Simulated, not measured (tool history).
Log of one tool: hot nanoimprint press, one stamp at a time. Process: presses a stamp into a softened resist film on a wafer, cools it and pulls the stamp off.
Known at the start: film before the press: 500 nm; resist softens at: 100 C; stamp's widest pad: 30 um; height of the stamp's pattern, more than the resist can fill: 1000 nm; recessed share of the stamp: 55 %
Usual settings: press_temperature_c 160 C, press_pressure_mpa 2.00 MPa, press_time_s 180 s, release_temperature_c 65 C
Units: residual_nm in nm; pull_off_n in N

run 1 hour=0.0 | press_temperature_c=160 press_pressure_mpa=2.00 press_time_s=180 release_temperature_c=65 | residual_nm=246.1 pull_off_n=183
run 2 hour=20.4 | press_temperature_c=160 press_pressure_mpa=2.00 press_time_s=180 release_temperature_c=65 | residual_nm=247.2 pull_off_n=180
run 3 hour=31.8 | press_temperature_c=160 press_pressure_mpa=2.00 press_time_s=242 release_temperature_c=65 | residual_nm=218.6 pull_off_n=191
run 4 hour=48.8 | press_temperature_c=160 press_pressure_mpa=2.00 press_time_s=242 release_temperature_c=65 | residual_nm=222.2 pull_off_n=186
run 5 hour=63.4 | press_temperature_c=160 press_pressure_mpa=2.00 press_time_s=180 release_temperature_c=65 | residual_nm=245.5 pull_off_n=188
run 6 hour=87.4 | press_temperature_c=171 press_pressure_mpa=2.00 press_time_s=180 release_temperature_c=65 | residual_nm=161.8 pull_off_n=179
run 7 hour=105.7 | press_temperature_c=160 press_pressure_mpa=2.00 press_time_s=180 release_temperature_c=65 | residual_nm=248.2 pull_off_n=182
run 8 hour=127.2 | press_temperature_c=160 press_pressure_mpa=2.00 press_time_s=180 release_temperature_c=65 | residual_nm=246.1 pull_off_n=185
run 9 hour=151.5 | press_temperature_c=160 press_pressure_mpa=2.00 press_time_s=180 release_temperature_c=65 | residual_nm=248.4 pull_off_n=181
run 10 hour=168.8 | press_temperature_c=160 press_pressure_mpa=2.00 press_time_s=180 release_temperature_c=65 | residual_nm=245.0 pull_off_n=183
run 11 hour=188.1 | press_temperature_c=160 press_pressure_mpa=2.00 press_time_s=180 release_temperature_c=65 | residual_nm=245.6 pull_off_n=185
run 12 hour=200.8 | press_temperature_c=157 press_pressure_mpa=2.00 press_time_s=180 release_temperature_c=65 | residual_nm=276.5 pull_off_n=178
run 13 hour=221.1 | press_temperature_c=157 press_pressure_mpa=2.00 press_time_s=180 release_temperature_c=65 | residual_nm=276.9 pull_off_n=182
run 14 hour=234.7 | press_temperature_c=157 press_pressure_mpa=2.00 press_time_s=180 release_temperature_c=65 | residual_nm=277.2 pull_off_n=183
run 15 hour=252.6 | press_temperature_c=157 press_pressure_mpa=2.00 press_time_s=180 release_temperature_c=65 | residual_nm=276.6 pull_off_n=184
run 16 hour=272.7 | press_temperature_c=160 press_pressure_mpa=2.04 press_time_s=139 release_temperature_c=65 | residual_nm=266.3 pull_off_n=181
run 17 hour=288.2 | press_temperature_c=154 press_pressure_mpa=1.80 press_time_s=180 release_temperature_c=65 | residual_nm=320.5 pull_off_n=188
run 18 hour=305.1 | press_temperature_c=154 press_pressure_mpa=1.80 press_time_s=180 release_temperature_c=65 | residual_nm=319.6 pull_off_n=189
run 19 hour=331.5 | press_temperature_c=158 press_pressure_mpa=2.00 press_time_s=250 release_temperature_c=57 | residual_nm=237.6 pull_off_n=223
run 20 hour=343.2 | press_temperature_c=165 press_pressure_mpa=2.51 press_time_s=180 release_temperature_c=65 | residual_nm=183.5 pull_off_n=187
run 21 hour=354.8 | press_temperature_c=165 press_pressure_mpa=2.51 press_time_s=180 release_temperature_c=65 | residual_nm=183.0 pull_off_n=181
run 22 hour=367.2 | press_temperature_c=168 press_pressure_mpa=2.00 press_time_s=180 release_temperature_c=55 | residual_nm=181.0 pull_off_n=237
run 23 hour=389.8 | press_temperature_c=170 press_pressure_mpa=2.68 press_time_s=180 release_temperature_c=55 | residual_nm=144.9 pull_off_n=241
run 24 hour=413.2 | press_temperature_c=170 press_pressure_mpa=2.68 press_time_s=180 release_temperature_c=55 | residual_nm=144.0 pull_off_n=236
run 25 hour=446.5 | press_temperature_c=155 press_pressure_mpa=2.00 press_time_s=257 release_temperature_c=65 | residual_nm=264.6 pull_off_n=186
run 26 hour=471.0 | press_temperature_c=155 press_pressure_mpa=2.23 press_time_s=191 release_temperature_c=65 | residual_nm=275.0 pull_off_n=181
run 27 hour=488.0 | press_temperature_c=149 press_pressure_mpa=1.34 press_time_s=180 release_temperature_c=65 | residual_nm=397.9 pull_off_n=189
run 28 hour=519.1 | press_temperature_c=160 press_pressure_mpa=2.00 press_time_s=238 release_temperature_c=65 | residual_nm=222.1 pull_off_n=189
run 29 hour=538.8 | press_temperature_c=148 press_pressure_mpa=2.49 press_time_s=238 release_temperature_c=65 | residual_nm=325.1 pull_off_n=178
run 30 hour=560.2 | press_temperature_c=159 press_pressure_mpa=1.25 press_time_s=92 release_temperature_c=64 | residual_nm=371.6 pull_off_n=188

Taken out of this log: 4 entries between the listed runs. Where each belongs, and how the hidden state differs across it:
Between runs 1 and 2: stamp cleaned and given a new release coat (hour 10.9)
  pressure that arrives at the usual setting, %: 99.94 -> 99.93; grip of the stamp's worn release coat, % over a new coat's: 1.9 -> 0
  measured less the result without the state, pull_off_n: +4 -> +0 N
Between runs 7 and 8: plate thermocouple calibrated (hour 127.2)
  true temperature over the reading, C: -0.05 -> -0.01
  measured less the result without the state, pull_off_n: +1 -> +1 N
Between runs 24 and 25: press's hydraulic seals changed and the load cell set to zero (hour 426.6)
  pressure that arrives at the usual setting, %: 99.88 -> 99.99; grip of the stamp's worn release coat, % over a new coat's: 1.6 -> 1.7
  measured less the result without the state, pull_off_n: +4 -> +4 N
Between runs 27 and 28: stamp cleaned and given a new release coat (hour 500.5)
  true temperature over the reading, C: -0.03 -> -0.04; pressure that arrives at the usual setting, %: 99.99 -> 99.98; grip of the stamp's worn release coat, % over a new coat's: 1.9 -> 0.1
  measured less the result without the state, pull_off_n: +4 -> +0 N
